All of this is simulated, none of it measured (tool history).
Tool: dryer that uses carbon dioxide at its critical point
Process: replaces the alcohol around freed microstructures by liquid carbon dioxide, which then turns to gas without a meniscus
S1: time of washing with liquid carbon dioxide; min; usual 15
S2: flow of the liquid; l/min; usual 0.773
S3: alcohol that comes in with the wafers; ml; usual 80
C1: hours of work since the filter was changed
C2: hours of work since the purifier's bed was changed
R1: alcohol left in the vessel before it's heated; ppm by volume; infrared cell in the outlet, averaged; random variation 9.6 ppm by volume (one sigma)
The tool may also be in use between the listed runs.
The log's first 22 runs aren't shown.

{"run": 23, "hour": 167.5, "S1": 15, "S2": 0.773, "S3": 80, "C1": 142, "C2": 289, "R1": 720}
{"run": 24, "hour": 172.9, "S1": 15, "S2": 1.001, "S3": 80, "C1": 146, "C2": 293, "R1": 228}
{"run": 25, "hour": 177.3, "S1": 15, "S2": 0.773, "S3": 78, "C1": 149, "C2": 296, "R1": 684}
{"run": 26, "hour": 186.6, "S1": 15, "S2": 0.773, "S3": 78, "C1": 155, "C2": 302, "R1": 734}
{"run": 27, "hour": 195.5, "S1": 12, "S2": 0.858, "S3": 78, "C1": 160, "C2": 307, "R1": 1092}
{"run": 28, "hour": 200.9, "S1": 12, "S2": 0.773, "S3": 80, "C1": 164, "C2": 311, "R1": 1606}
{"run": 29, "hour": 206.7, "S1": 12, "S2": 0.773, "S3": 80, "C1": 168, "C2": 315, "R1": 1547}
{"run": 30, "hour": 214.1, "S1": 15, "S2": 0.505, "S3": 80, "C1": 173, "C2": 320, "R1": 3032}
{"run": 31, "hour": 223.7, "S1": 11, "S2": 0.505, "S3": 80, "C1": 179, "C2": 326, "R1": 6013}
{"run": 32, "hour": 230.4, "S1": 12, "S2": 1.102, "S3": 22, "C1": 183, "C2": 330, "R1": 152}
{"run": 33, "hour": 239.6, "S1": 13, "S2": 0.517, "S3": 21, "C1": 189, "C2": 336, "R1": 1149}
{"run": 34, "hour": 245.9, "S1": 15, "S2": 0.594, "S3": 105, "C1": 194, "C2": 340, "R1": 2533}
{"run": 35, "hour": 253.8, "S1": 12, "S2": 0.879, "S3": 39, "C1": 199, "C2": 346, "R1": 546}
{"run": 36, "hour": 263.0, "S1": 15, "S2": 0.773, "S3": 82, "C1": 205, "C2": 352, "R1": 826}
{"run": 37, "hour": 270.8, "S1": 18, "S2": 0.727, "S3": 42, "C1": 210, "C2": 357, "R1": 288}
{"run": 38, "hour": 279.1, "S1": 18, "S2": 0.727, "S3": 42, "C1": 215, "C2": 362, "R1": 288}
{"run": 39, "hour": 285.6, "S1": 18, "S2": 0.727, "S3": 42, "C1": 219, "C2": 366, "R1": 279}
{"run": 40, "hour": 293.4, "S1": 18, "S2": 1.061, "S3": 100, "C1": 225, "C2": 372, "R1": 115}
{"run": 41, "hour": 302.4, "S1": 12, "S2": 1.311, "S3": 21, "C1": 231, "C2": 377, "R1": 91}
{"run": 42, "hour": 308.7, "S1": 23, "S2": 0.556, "S3": 62, "C1": 235, "C2": 382, "R1": 489}
{"run": 43, "hour": 315.0, "S1": 23, "S2": 1.256, "S3": 65, "C1": 239, "C2": 386, "R1": 62}
{"run": 44, "hour": 321.7, "S1": 23, "S2": 1.256, "S3": 65, "C1": 243, "C2": 390, "R1": 54}
{"run": 45, "hour": 325.7, "S1": 23, "S2": 1.256, "S3": 65, "C1": 246, "C2": 393, "R1": 49}

3 ways to go on from here, each from the tool as it stands after run 45. What would each give?
{"run": "A", "hour": 329.7, "S1": 22, "S2": 0.601, "S3": 110, "C1": 248, "C2": 395, "R1": "?"}
{"run": "B", "hour": 329.7, "S1": 11, "S2": 1.256, "S3": 28, "C1": 248, "C2": 395, "R1": "?"}
{"run": "C", "hour": 329.7, "S1": 23, "S2": 1.231, "S3": 65, "C1": 248, "C2": 395, "R1": "?"}

run=A R1=726
run=B R1=167
run=C R1=67
Without the tool's hidden state the same runs would have given:
run=A R1=448
run=B R1=79
run=C R1=18
